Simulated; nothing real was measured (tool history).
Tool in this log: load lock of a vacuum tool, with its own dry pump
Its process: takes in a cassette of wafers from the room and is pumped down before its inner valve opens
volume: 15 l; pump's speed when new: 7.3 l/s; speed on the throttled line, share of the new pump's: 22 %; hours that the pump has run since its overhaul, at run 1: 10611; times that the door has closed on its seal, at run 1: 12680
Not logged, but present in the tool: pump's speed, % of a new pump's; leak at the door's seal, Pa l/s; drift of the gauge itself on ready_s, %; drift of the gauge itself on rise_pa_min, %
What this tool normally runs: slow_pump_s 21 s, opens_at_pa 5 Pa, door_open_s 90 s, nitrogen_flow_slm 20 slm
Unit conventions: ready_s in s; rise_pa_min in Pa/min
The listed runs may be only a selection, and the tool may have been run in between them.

| run | hour | slow_pump_s | opens_at_pa | door_open_s | nitrogen_flow_slm | hours that the pump has run since its overhaul | times that the door has closed on its seal | incoming humidity of the room's air, % | ready_s | rise_pa_min |
|---|---|---|---|---|---|---|---|---|---|---|
| 1 | 0 | 21 | 5 | 90 | 20 | 10611 | 12680 | 45.5 | 39 | 0.152 |
| 2 | 187.2 | 21 | 5 | 90 | 11 | 10798 | 13291 | 41.9 | 39.3 | 0.16 |
| 3 | 337.7 | 21 | 5 | 64 | 20 | 10949 | 13782 | 42.7 | 39.6 | 0.157 |
| 4 | 531.5 | 21 | 5 | 90 | 6 | 11143 | 14414 | 41.6 | 39.4 | 0.175 |
| 5 | 716.4 | 21 | 5 | 90 | 20 | 11328 | 15017 | 45 | 39.5 | 0.174 |
| 6 | 940.5 | 21 | 5 | 90 | 20 | 11552 | 15748 | 46.4 | 39.3 | 0.185 |
| 7 | 1120.3 | 21 | 5 | 90 | 20 | 11731 | 16334 | 47.8 | 39.4 | 0.199 |
| 8 | 1391.5 | 21 | 5 | 90 | 20 | 12003 | 17219 | 46.2 | 39.5 | 0.202 |
| 9 | 1513.2 | 21 | 5 | 90 | 20 | 12124 | 17616 | 44.9 | 39.4 | 0.204 |
| 10 | 1780.3 | 21 | 5 | 90 | 7 | 12391 | 18487 | 44.9 | 39.3 | 0.231 |
| 11 | 1988.4 | 21 | 5 | 41 | 7 | 12600 | 19166 | 39.6 | 39.6 | 0.214 |
| 12 | 2255.6 | 21 | 5 | 41 | 7 | 12867 | 20037 | 40.6 | 40.1 | 0.229 |
| 13 | 2413.5 | 21 | 5 | 41 | 7 | 13025 | 20553 | 43.4 | 39.9 | 0.236 |
| 14 | 2638.9 | 21 | 5 | 41 | 7 | 13250 | 21288 | 42.8 | 39.5 | 0.247 |
| 15 | 2848.8 | 21 | 5 | 41 | 7 | 13460 | 21973 | 43.4 | 39.9 | 0.254 |
| 16 | 3115.3 | 21 | 5 | 41 | 7 | 13726 | 22842 | 45.4 | 39.9 | 0.266 |
| 17 | 3366.4 | 21 | 5 | 41 | 7 | 13978 | 23661 | 42.8 | 39.7 | 0.282 |
| 18 | 3544 | 21 | 5 | 41 | 7 | 14155 | 24240 | 44.6 | 40.2 | 0.281 |
| 19 | 3698 | 21 | 5 | 41 | 7 | 14309 | 24743 | 46.7 | 40.3 | 0.296 |
| 20 | 3878 | 15 | 9 | 41 | 5 | 14489 | 25330 | 47.6 | 34.1 | 0.309 |
| 21 | 4086.4 | 21 | 5 | 45 | 7 | 14697 | 26009 | 42.3 | 40.4 | 0.311 |
| 22 | 4292.4 | 21 | 5 | 67 | 20 | 14904 | 26681 | 43.1 | 40.1 | 0.321 |
| 23 | 4463.9 | 17 | 7 | 219 | 4 | 15075 | 27241 | 44.8 | 36.4 | 0.402 |
| 24 | 4662.4 | 17 | 7 | 219 | 4 | 15273 | 27888 | 42.6 | 36 | 0.396 |

For run 25, what comes out?
| 25 | 4860.3 | 11 | 5 | 111 | 34 | 15471 | 28534 | 44 | ? | ? |

ready_s: 33.2 s
rise_pa_min: 0.367 Pa/min
Were there no unlogged condition in the tool, this run, its random variation unchanged, would have produced ready_s 29.6 s, rise_pa_min 0.049 Pa/min.

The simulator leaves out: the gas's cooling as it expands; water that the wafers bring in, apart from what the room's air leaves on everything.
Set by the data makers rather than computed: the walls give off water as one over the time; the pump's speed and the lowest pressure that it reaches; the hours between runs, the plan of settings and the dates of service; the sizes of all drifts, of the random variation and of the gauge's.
